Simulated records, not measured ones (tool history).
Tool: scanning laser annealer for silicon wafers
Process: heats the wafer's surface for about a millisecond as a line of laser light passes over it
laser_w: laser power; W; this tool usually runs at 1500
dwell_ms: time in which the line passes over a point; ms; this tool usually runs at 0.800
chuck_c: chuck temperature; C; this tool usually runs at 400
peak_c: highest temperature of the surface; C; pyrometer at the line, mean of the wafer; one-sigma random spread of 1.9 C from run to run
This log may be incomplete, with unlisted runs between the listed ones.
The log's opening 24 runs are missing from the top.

{"run": 25, "hour": 576.7, "laser_w": 1312, "dwell_ms": 0.716, "chuck_c": 400, "peak_c": 970}
{"run": 26, "hour": 596.7, "laser_w": 1312, "dwell_ms": 0.716, "chuck_c": 400, "peak_c": 967}
{"run": 27, "hour": 628.4, "laser_w": 1626, "dwell_ms": 0.628, "chuck_c": 419, "peak_c": 1080}
{"run": 28, "hour": 645.4, "laser_w": 1626, "dwell_ms": 0.628, "chuck_c": 388, "peak_c": 1046}
{"run": 29, "hour": 661.7, "laser_w": 1544, "dwell_ms": 0.582, "chuck_c": 417, "peak_c": 1022}
{"run": 30, "hour": 690.8, "laser_w": 1557, "dwell_ms": 0.793, "chuck_c": 417, "peak_c": 1116}
{"run": 31, "hour": 706.6, "laser_w": 1557, "dwell_ms": 0.793, "chuck_c": 417, "peak_c": 1117}
{"run": 32, "hour": 730.7, "laser_w": 1557, "dwell_ms": 0.793, "chuck_c": 417, "peak_c": 1112}
{"run": 33, "hour": 765.1, "laser_w": 1500, "dwell_ms": 0.828, "chuck_c": 427, "peak_c": 1110}
{"run": 34, "hour": 799.9, "laser_w": 1500, "dwell_ms": 0.828, "chuck_c": 427, "peak_c": 1110}
{"run": 35, "hour": 821.7, "laser_w": 1500, "dwell_ms": 0.828, "chuck_c": 427, "peak_c": 1109}
{"run": 36, "hour": 840.8, "laser_w": 1524, "dwell_ms": 0.8, "chuck_c": 360, "peak_c": 1043}
{"run": 37, "hour": 868.9, "laser_w": 1524, "dwell_ms": 0.8, "chuck_c": 360, "peak_c": 1043}
{"run": 38, "hour": 890.3, "laser_w": 1524, "dwell_ms": 0.651, "chuck_c": 387, "peak_c": 1008}
{"run": 39, "hour": 917.4, "laser_w": 1619, "dwell_ms": 0.895, "chuck_c": 400, "peak_c": 1158}

5 ways to go on from here, each from the tool as it stands after run 39. What would each give?
{"run": "A", "hour": 941.3, "laser_w": 1500, "dwell_ms": 0.607, "chuck_c": 400, "peak_c": "?"}
{"run": "B", "hour": 941.3, "laser_w": 1488, "dwell_ms": 0.895, "chuck_c": 400, "peak_c": "?"}
{"run": "C", "hour": 941.3, "laser_w": 1565, "dwell_ms": 0.895, "chuck_c": 400, "peak_c": "?"}
{"run": "D", "hour": 941.3, "laser_w": 1619, "dwell_ms": 0.612, "chuck_c": 400, "peak_c": "?"}
{"run": "E", "hour": 941.3, "laser_w": 1500, "dwell_ms": 0.7, "chuck_c": 400, "peak_c": "?"}

run=A peak_c=991
run=B peak_c=1095
run=C peak_c=1129
run=D peak_c=1037
run=E peak_c=1030
Without the tool's hidden state the same runs would have given:
run=A peak_c=1020
run=B peak_c=1130
run=C peak_c=1166
run=D peak_c=1069
run=E peak_c=1061
